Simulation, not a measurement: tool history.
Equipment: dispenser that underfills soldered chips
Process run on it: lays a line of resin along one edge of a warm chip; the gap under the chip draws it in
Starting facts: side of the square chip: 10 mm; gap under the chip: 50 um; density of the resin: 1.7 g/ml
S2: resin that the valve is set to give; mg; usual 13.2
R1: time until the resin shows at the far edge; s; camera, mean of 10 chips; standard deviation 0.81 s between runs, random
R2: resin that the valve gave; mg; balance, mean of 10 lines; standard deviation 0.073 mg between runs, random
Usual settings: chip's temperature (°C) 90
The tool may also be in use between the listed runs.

run 1 hour=0 | chip's_temperature_(°C)=90 S2=13.2 | R1=113.8 R2=12.97
-- hour=1.9 new syringe of resin
run 2 hour=9.7 | chip's_temperature_(°C)=90 S2=13.2 | R1=94.5 R2=12.91
run 3 hour=15.4 | chip's_temperature_(°C)=90 S2=13.2 | R1=111.3 R2=12.95
-- hour=18.7 new syringe of resin
run 4 hour=20 | chip's_temperature_(°C)=90 S2=13.2 | R1=81.5 R2=12.87
run 5 hour=29.5 | chip's_temperature_(°C)=91 S2=13.2 | R1=97.7 R2=12.87
-- hour=36.1 new syringe of resin
run 6 hour=36.5 | chip's_temperature_(°C)=90 S2=13.2 | R1=80.3 R2=12.77
run 7 hour=46.2 | chip's_temperature_(°C)=90 S2=13.2 | R1=102 R2=12.78
-- hour=53.1 new syringe of resin
run 8 hour=55.5 | chip's_temperature_(°C)=90 S2=13.2 | R1=85 R2=12.7
run 9 hour=65.4 | chip's_temperature_(°C)=90 S2=11.3 | R1=114.1 R2=10.86
-- hour=70.5 new syringe of resin
run 10 hour=75.6 | chip's_temperature_(°C)=90 S2=11.3 | R1=94.9 R2=10.89
run 11 hour=85.4 | chip's_temperature_(°C)=90 S2=13.2 | R1=115.8 R2=12.58
-- hour=87.5 new syringe of resin
run 12 hour=94.6 | chip's_temperature_(°C)=90 S2=13.2 | R1=98.3 R2=12.59
run 13 hour=100.5 | chip's_temperature_(°C)=90 S2=13.2 | R1=111.1 R2=12.39
-- hour=105 new syringe of resin
run 14 hour=105.6 | chip's_temperature_(°C)=80 S2=15.6 | R1=124.5 R2=14.71
run 15 hour=112 | chip's_temperature_(°C)=80 S2=12.1 | R1=153.6 R2=11.28
-- hour=121.8 new syringe of resin
run 16 hour=122.9 | chip's_temperature_(°C)=80 S2=12.1 | R1=133.8 R2=11.31
run 17 hour=129.8 | chip's_temperature_(°C)=80 S2=12.1 | R1=162.3 R2=11.24
-- hour=138.7 dispensing valve cleaned and set on the balance
-- hour=139.7 new syringe of resin
run 18 hour=140.8 | chip's_temperature_(°C)=86 S2=15.8 | R1=98.4 R2=15.63
run 19 hour=146.5 | chip's_temperature_(°C)=100 S2=13.2 | R1=61.9 R2=13.1
-- hour=156.5 new syringe of resin
run 20 hour=157.1 | chip's_temperature_(°C)=104 S2=14.4 | R1=45.1 R2=14.31
run 21 hour=167.5 | chip's_temperature_(°C)=89 S2=17.2 | R1=110.2 R2=16.93

Run 22 has not been measured yet. What should we expect?
-- hour=173.6 new syringe of resin
run 22 hour=174.7 | chip's_temperature_(°C)=89 S2=17.2 | R1=? R2=?

{"run 22": {"R1": 84.2, "R2": 16.85}}
Without the tool's hidden state the same run would have given R1 75.9 s, R2 17.15 mg.

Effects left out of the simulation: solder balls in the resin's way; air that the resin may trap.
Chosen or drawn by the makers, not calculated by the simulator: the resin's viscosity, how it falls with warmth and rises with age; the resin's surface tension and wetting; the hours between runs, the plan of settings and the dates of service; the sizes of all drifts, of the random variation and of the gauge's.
